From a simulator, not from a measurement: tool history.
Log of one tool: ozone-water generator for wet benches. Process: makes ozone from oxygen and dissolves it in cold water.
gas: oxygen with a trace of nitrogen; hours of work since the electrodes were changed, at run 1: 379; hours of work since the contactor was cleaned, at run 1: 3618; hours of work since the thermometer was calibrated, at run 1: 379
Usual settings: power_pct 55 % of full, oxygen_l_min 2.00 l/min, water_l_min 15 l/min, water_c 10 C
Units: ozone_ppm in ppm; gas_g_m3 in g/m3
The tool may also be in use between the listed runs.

| run | day | power_pct | oxygen_l_min | water_l_min | water_c | hours of work since the electrodes were changed | hours of work since the contactor was cleaned | hours of work since the thermometer was calibrated | ozone_ppm | gas_g_m3 |
|---|---|---|---|---|---|---|---|---|---|---|
| 1 | 0.000 | 55 | 2.00 | 15 | 10 | 379 | 3618 | 379 | 15.4 | 175.9 |
| 2 | 0.900 | 55 | 2.00 | 15 | 10 | 398 | 3637 | 398 | 15.3 | 177.3 |
| 3 | 2.246 | 55 | 2.00 | 15 | 10 | 428 | 3667 | 428 | 15.2 | 176.3 |
| 4 | 3.842 | 55 | 2.00 | 15 | 10 | 462 | 3701 | 462 | 15.5 | 177.0 |
| 5 | 4.883 | 55 | 2.00 | 11 | 10 | 485 | 3724 | 485 | 20.0 | 176.7 |
| 6 | 5.783 | 55 | 2.00 | 15 | 10 | 505 | 3743 | 505 | 15.3 | 177.0 |
| 7 | 6.938 | 55 | 2.00 | 15 | 10 | 530 | 3769 | 530 | 14.9 | 179.0 |
| 8 | 8.492 | 55 | 2.00 | 15 | 8 | 563 | 3802 | 563 | 15.6 | 177.3 |
| 9 | 9.388 | 55 | 2.00 | 12 | 10 | 583 | 3822 | 583 | 18.3 | 176.0 |
| 10 | 10.183 | 55 | 2.00 | 12 | 10 | 600 | 3839 | 600 | 18.7 | 179.4 |
| 11 | 10.929 | 55 | 2.00 | 12 | 10 | 616 | 3855 | 616 | 18.7 | 179.6 |
| 12 | 12.321 | 72 | 2.00 | 12 | 10 | 647 | 3886 | 647 | 21.3 | 202.1 |
| 13 | 13.571 | 55 | 2.82 | 15 | 10 | 674 | 3913 | 674 | 16.6 | 149.7 |
| 14 | 14.512 | 55 | 1.80 | 15 | 10 | 694 | 3933 | 694 | 14.9 | 190.0 |
| 15 | 15.967 | 55 | 1.80 | 15 | 10 | 726 | 3965 | 726 | 15.2 | 188.5 |
| 16 | 16.771 | 55 | 1.80 | 15 | 10 | 744 | 3983 | 744 | 14.7 | 188.0 |
| 17 | 18.412 | 55 | 1.80 | 15 | 10 | 779 | 4018 | 779 | 14.9 | 187.4 |
| 18 | 20.100 | 65 | 1.80 | 15 | 12 | 816 | 4055 | 816 | 15.9 | 206.4 |
| 19 | 21.838 | 55 | 2.00 | 10 | 10 | 854 | 4093 | 854 | 21.4 | 177.8 |
| 20 | 23.346 | 55 | 2.17 | 15 | 10 | 887 | 4126 | 887 | 15.3 | 172.1 |
| 21 | 24.958 | 70 | 2.00 | 15 | 10 | 922 | 4161 | 922 | 17.2 | 203.8 |
| 22 | 26.442 | 55 | 2.00 | 11 | 10 | 954 | 4193 | 954 | 20.1 | 179.2 |
| 23 | 27.421 | 55 | 2.00 | 11 | 10 | 975 | 4214 | 975 | 19.9 | 179.4 |
| 24 | 29.183 | 93 | 3.02 | 15 | 10 | 1014 | 4253 | 1014 | 21.8 | 186.0 |
| 25 | 30.512 | 52 | 1.13 | 17 | 10 | 1043 | 4282 | 1043 | 11.3 | 235.4 |
| 26 | 31.350 | 66 | 3.03 | 22 | 17 | 1061 | 4300 | 1061 | 12.1 | 156.5 |
| 27 | 32.588 | 66 | 3.03 | 22 | 17 | 1088 | 4327 | 1088 | 12.1 | 158.5 |
| 28 | 33.867 | 64 | 1.03 | 22 | 18 | 1116 | 4354 | 1116 | 8.9 | 276.3 |
| 29 | 35.058 | 64 | 1.03 | 22 | 18 | 1141 | 4380 | 1141 | 8.9 | 276.7 |
| 30 | 36.246 | 55 | 2.53 | 15 | 6 | 1167 | 4406 | 1167 | 16.9 | 160.4 |
| 31 | 37.975 | 55 | 2.00 | 19 | 15 | 1205 | 4444 | 1205 | 11.7 | 180.0 |
| 32 | 38.938 | 55 | 2.00 | 20 | 16 | 1226 | 4465 | 1226 | 11.1 | 179.1 |

The same runs without the tool's hidden state, with the same run-to-run variation:
The hidden state here: yield of the discharge, % of new electrodes'; contactor's efficiency, % of a clean one's; true water temperature over the reading, C; drift of the gauge itself on ozone_ppm, %; drift of the gauge itself on gas_g_m3, %.
| run | gas_g_m3 |
|---|---|
| 1 | 175.9 |
| 2 | 177.2 |
| 3 | 176.1 |
| 4 | 176.6 |
| 5 | 176.2 |
| 6 | 176.4 |
| 7 | 178.3 |
| 8 | 176.5 |
| 9 | 175.1 |
| 10 | 178.3 |
| 11 | 178.5 |
| 12 | 200.7 |
| 13 | 148.6 |
| 14 | 188.4 |
| 15 | 186.8 |
| 16 | 186.2 |
| 17 | 185.4 |
| 18 | 204.0 |
| 19 | 175.6 |
| 20 | 169.8 |
| 21 | 200.9 |
| 22 | 176.5 |
| 23 | 176.5 |
| 24 | 182.9 |
| 25 | 231.4 |
| 26 | 153.7 |
| 27 | 155.5 |
| 28 | 271.0 |
| 29 | 271.2 |
| 30 | 157.1 |
| 31 | 176.0 |
| 32 | 175.1 |
ozone_ppm: within 0.1 ppm of the measured result in every run.
